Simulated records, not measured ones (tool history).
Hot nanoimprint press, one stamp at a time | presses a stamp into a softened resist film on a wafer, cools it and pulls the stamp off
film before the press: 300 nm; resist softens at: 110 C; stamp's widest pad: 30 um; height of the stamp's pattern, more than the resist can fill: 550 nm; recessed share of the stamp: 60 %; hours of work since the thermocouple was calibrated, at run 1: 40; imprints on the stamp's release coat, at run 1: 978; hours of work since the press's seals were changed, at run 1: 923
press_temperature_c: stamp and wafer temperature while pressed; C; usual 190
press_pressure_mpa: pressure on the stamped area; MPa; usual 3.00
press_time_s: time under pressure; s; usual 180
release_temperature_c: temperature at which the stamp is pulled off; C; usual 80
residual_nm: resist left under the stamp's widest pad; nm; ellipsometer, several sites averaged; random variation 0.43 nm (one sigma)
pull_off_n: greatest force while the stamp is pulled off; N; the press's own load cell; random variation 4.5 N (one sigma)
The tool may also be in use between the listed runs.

| run | hour | press_temperature_c | press_pressure_mpa | press_time_s | release_temperature_c | hours of work since the thermocouple was calibrated | imprints on the stamp's release coat | hours of work since the press's seals were changed | residual_nm | pull_off_n |
|---|---|---|---|---|---|---|---|---|---|---|
| 1 | 0.0 | 190 | 3.00 | 180 | 80 | 40 | 978 | 923 | 141.1 | 218 |
| 2 | 37.3 | 190 | 3.00 | 180 | 80 | 70 | 1214 | 953 | 139.5 | 222 |
| 3 | 77.2 | 190 | 3.00 | 180 | 75 | 102 | 1465 | 985 | 139.9 | 223 |
| 4 | 117.4 | 190 | 3.00 | 180 | 75 | 134 | 1718 | 1017 | 139.9 | 227 |
| 5 | 150.5 | 190 | 3.00 | 347 | 80 | 160 | 1927 | 1043 | 112.8 | 216 |
| 6 | 168.1 | 190 | 3.00 | 347 | 80 | 174 | 2038 | 1057 | 112.6 | 223 |
| 7 | 196.7 | 190 | 3.00 | 347 | 80 | 197 | 2218 | 1080 | 113.0 | 226 |
|  | 208.5 | press's hydraulic seals changed and the load cell set to zero |
|  | 223.9 | stamp cleaned and given a new release coat |
| 8 | 251.2 | 190 | 3.00 | 92 | 83 | 229 | 172 | 29 | 171.0 | 208 |
| 9 | 280.3 | 190 | 3.00 | 92 | 83 | 253 | 355 | 52 | 169.2 | 216 |
| 10 | 305.6 | 190 | 3.00 | 113 | 80 | 273 | 515 | 73 | 160.6 | 228 |
| 11 | 324.7 | 190 | 3.15 | 140 | 80 | 288 | 635 | 88 | 146.2 | 220 |
|  | 364.4 | plate thermocouple calibrated |
| 12 | 364.6 | 190 | 3.00 | 109 | 80 | 0 | 867 | 117 | 162.6 | 225 |
| 13 | 385.7 | 190 | 3.00 | 109 | 80 | 17 | 1000 | 134 | 162.2 | 222 |
| 14 | 416.1 | 190 | 3.00 | 109 | 80 | 41 | 1192 | 158 | 162.0 | 219 |

3 ways to go on from here, each from the tool as it stands after run 14. What would each give?
| A | 454.7 | 183 | 3.00 | 253 | 81 | 72 | 1436 | 189 | ? | ? |
| B | 454.7 | 202 | 3.00 | 227 | 80 | 72 | 1436 | 189 | ? | ? |
| C | 454.7 | 194 | 3.00 | 109 | 68 | 72 | 1436 | 189 | ? | ? |

| run | residual_nm | pull_off_n |
|---|---|---|
| A | 160.1 | 218 |
| B | 85.5 | 217 |
| C | 142.3 | 234 |
Without the tool's hidden state the same runs would have given:
| run | residual_nm | pull_off_n |
|---|---|---|
| A | 161.6 | 217 |
| B | 86.3 | 216 |
| C | 143.6 | 232 |

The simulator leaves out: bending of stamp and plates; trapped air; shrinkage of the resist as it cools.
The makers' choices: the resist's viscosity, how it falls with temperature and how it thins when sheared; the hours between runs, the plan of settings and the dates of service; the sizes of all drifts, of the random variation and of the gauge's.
